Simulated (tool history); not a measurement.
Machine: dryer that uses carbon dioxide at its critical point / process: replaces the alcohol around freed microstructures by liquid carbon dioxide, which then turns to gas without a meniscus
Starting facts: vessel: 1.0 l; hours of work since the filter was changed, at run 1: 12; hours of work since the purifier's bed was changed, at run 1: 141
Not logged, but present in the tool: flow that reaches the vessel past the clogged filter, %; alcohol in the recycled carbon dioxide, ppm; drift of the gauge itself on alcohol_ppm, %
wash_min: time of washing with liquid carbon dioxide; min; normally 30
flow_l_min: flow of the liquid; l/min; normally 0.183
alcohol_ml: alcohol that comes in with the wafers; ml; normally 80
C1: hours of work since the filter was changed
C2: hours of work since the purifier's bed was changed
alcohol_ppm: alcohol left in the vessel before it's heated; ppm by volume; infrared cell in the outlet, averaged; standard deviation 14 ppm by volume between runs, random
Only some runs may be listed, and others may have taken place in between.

run 1 hour=0.0 | wash_min=30 flow_l_min=0.183 alcohol_ml=80 | C1=12 C2=141 | alcohol_ppm=900
run 2 hour=26.9 | wash_min=21 flow_l_min=0.183 alcohol_ml=80 | C1=27 C2=157 | alcohol_ppm=3556
run 3 hour=49.3 | wash_min=30 flow_l_min=0.183 alcohol_ml=80 | C1=41 C2=170 | alcohol_ppm=1001
run 4 hour=71.7 | wash_min=30 flow_l_min=0.183 alcohol_ml=80 | C1=54 C2=183 | alcohol_ppm=1028
run 5 hour=91.8 | wash_min=30 flow_l_min=0.183 alcohol_ml=80 | C1=65 C2=195 | alcohol_ppm=1069
run 6 hour=110.3 | wash_min=28 flow_l_min=0.183 alcohol_ml=80 | C1=76 C2=206 | alcohol_ppm=1463
run 7 hour=130.2 | wash_min=27 flow_l_min=0.183 alcohol_ml=80 | C1=88 C2=217 | alcohol_ppm=1670
run 8 hour=150.3 | wash_min=27 flow_l_min=0.183 alcohol_ml=80 | C1=100 C2=229 | alcohol_ppm=1829
run 9 hour=172.7 | wash_min=30 flow_l_min=0.183 alcohol_ml=53 | C1=113 C2=242 | alcohol_ppm=812
run 10 hour=199.8 | wash_min=30 flow_l_min=0.183 alcohol_ml=48 | C1=129 C2=258 | alcohol_ppm=773
run 11 hour=223.0 | wash_min=30 flow_l_min=0.183 alcohol_ml=48 | C1=142 C2=272 | alcohol_ppm=787
run 12 hour=234.2 | wash_min=30 flow_l_min=0.183 alcohol_ml=80 | C1=149 C2=278 | alcohol_ppm=1336
run 13 hour=247.6 | wash_min=30 flow_l_min=0.115 alcohol_ml=80 | C1=157 C2=286 | alcohol_ppm=6058
run 14 hour=273.1 | wash_min=30 flow_l_min=0.115 alcohol_ml=80 | C1=171 C2=301 | alcohol_ppm=6340
run 15 hour=295.7 | wash_min=30 flow_l_min=0.183 alcohol_ml=67 | C1=185 C2=314 | alcohol_ppm=1231
run 16 hour=317.6 | wash_min=30 flow_l_min=0.183 alcohol_ml=67 | C1=197 C2=327 | alcohol_ppm=1305
run 17 hour=333.8 | wash_min=30 flow_l_min=0.183 alcohol_ml=80 | C1=207 C2=336 | alcohol_ppm=1581
run 18 hour=348.8 | wash_min=30 flow_l_min=0.183 alcohol_ml=80 | C1=216 C2=345 | alcohol_ppm=1610
run 19 hour=374.5 | wash_min=30 flow_l_min=0.183 alcohol_ml=80 | C1=231 C2=360 | alcohol_ppm=1648
run 20 hour=396.5 | wash_min=30 flow_l_min=0.183 alcohol_ml=80 | C1=244 C2=373 | alcohol_ppm=1758
run 21 hour=409.2 | wash_min=30 flow_l_min=0.183 alcohol_ml=80 | C1=251 C2=381 | alcohol_ppm=1757
run 22 hour=422.1 | wash_min=30 flow_l_min=0.183 alcohol_ml=80 | C1=259 C2=388 | alcohol_ppm=1749
run 23 hour=435.3 | wash_min=30 flow_l_min=0.183 alcohol_ml=80 | C1=266 C2=396 | alcohol_ppm=1784
-- hour=451.6 inlet filter changed
run 24 hour=451.6 | wash_min=30 flow_l_min=0.183 alcohol_ml=80 | C1=0 C2=405 | alcohol_ppm=940
run 25 hour=478.4 | wash_min=30 flow_l_min=0.183 alcohol_ml=56 | C1=16 C2=420 | alcohol_ppm=692
run 26 hour=502.1 | wash_min=44 flow_l_min=0.119 alcohol_ml=20 | C1=30 C2=434 | alcohol_ppm=347
run 27 hour=518.4 | wash_min=44 flow_l_min=0.119 alcohol_ml=20 | C1=39 C2=444 | alcohol_ppm=359
run 28 hour=539.4 | wash_min=44 flow_l_min=0.119 alcohol_ml=20 | C1=51 C2=456 | alcohol_ppm=376
run 29 hour=557.2 | wash_min=44 flow_l_min=0.119 alcohol_ml=20 | C1=62 C2=466 | alcohol_ppm=383
run 30 hour=583.1 | wash_min=44 flow_l_min=0.119 alcohol_ml=47 | C1=77 C2=482 | alcohol_ppm=843
run 31 hour=596.5 | wash_min=43 flow_l_min=0.202 alcohol_ml=80 | C1=85 C2=489 | alcohol_ppm=152
run 32 hour=615.2 | wash_min=43 flow_l_min=0.202 alcohol_ml=80 | C1=96 C2=500 | alcohol_ppm=162
run 33 hour=629.2 | wash_min=43 flow_l_min=0.157 alcohol_ml=80 | C1=104 C2=509 | alcohol_ppm=527
run 34 hour=652.1 | wash_min=43 flow_l_min=0.157 alcohol_ml=80 | C1=117 C2=522 | alcohol_ppm=536
run 35 hour=667.0 | wash_min=38 flow_l_min=0.138 alcohol_ml=49 | C1=126 C2=531 | alcohol_ppm=964
run 36 hour=683.3 | wash_min=18 flow_l_min=0.138 alcohol_ml=80 | C1=136 C2=540 | alcohol_ppm=12329
run 37 hour=702.4 | wash_min=18 flow_l_min=0.138 alcohol_ml=80 | C1=147 C2=551 | alcohol_ppm=12634
run 38 hour=727.7 | wash_min=18 flow_l_min=0.138 alcohol_ml=80 | C1=162 C2=566 | alcohol_ppm=13025
run 39 hour=752.0 | wash_min=25 flow_l_min=0.151 alcohol_ml=64 | C1=176 C2=580 | alcohol_ppm=4151
run 40 hour=769.5 | wash_min=25 flow_l_min=0.253 alcohol_ml=80 | C1=186 C2=591 | alcohol_ppm=839
run 41 hour=783.8 | wash_min=25 flow_l_min=0.140 alcohol_ml=80 | C1=194 C2=599 | alcohol_ppm=6285
run 42 hour=803.9 | wash_min=19 flow_l_min=0.177 alcohol_ml=106 | C1=206 C2=611 | alcohol_ppm=9320
run 43 hour=815.4 | wash_min=33 flow_l_min=0.206 alcohol_ml=106 | C1=213 C2=618 | alcohol_ppm=893
run 44 hour=838.0 | wash_min=29 flow_l_min=0.242 alcohol_ml=35 | C1=226 C2=631 | alcohol_ppm=312
run 45 hour=850.7 | wash_min=41 flow_l_min=0.113 alcohol_ml=39 | C1=233 C2=638 | alcohol_ppm=1607
run 46 hour=869.7 | wash_min=41 flow_l_min=0.291 alcohol_ml=71 | C1=245 C2=649 | alcohol_ppm=96
run 47 hour=883.6 | wash_min=41 flow_l_min=0.291 alcohol_ml=71 | C1=253 C2=657 | alcohol_ppm=90

Some steps in alcohol_ppm, run to run, broken into two amounts with sign: the step expected even without the hidden condition (settings, incoming material, random variation), and the rest, left for the hidden condition together with whatever gauge scatter is not in both the measured and the hidden-condition-free result:
Run 35 -> 36: wash_min 38 -> 18, alcohol_ml 49 -> 80. alcohol_ppm +11365 ppm by volume: hidden state +1735, all else +9630.
Run 38 -> 39: wash_min 18 -> 25, flow_l_min 0.138 -> 0.151, alcohol_ml 80 -> 64. alcohol_ppm -8874 ppm by volume: hidden state -1268, all else -7606.
Run 40 -> 41: flow_l_min 0.253 -> 0.140. alcohol_ppm +5446 ppm by volume: hidden state +1502, all else +3944.
Run 42 -> 43: wash_min 19 -> 33, flow_l_min 0.177 -> 0.206. alcohol_ppm -8427 ppm by volume: hidden state -2370, all else -6057.

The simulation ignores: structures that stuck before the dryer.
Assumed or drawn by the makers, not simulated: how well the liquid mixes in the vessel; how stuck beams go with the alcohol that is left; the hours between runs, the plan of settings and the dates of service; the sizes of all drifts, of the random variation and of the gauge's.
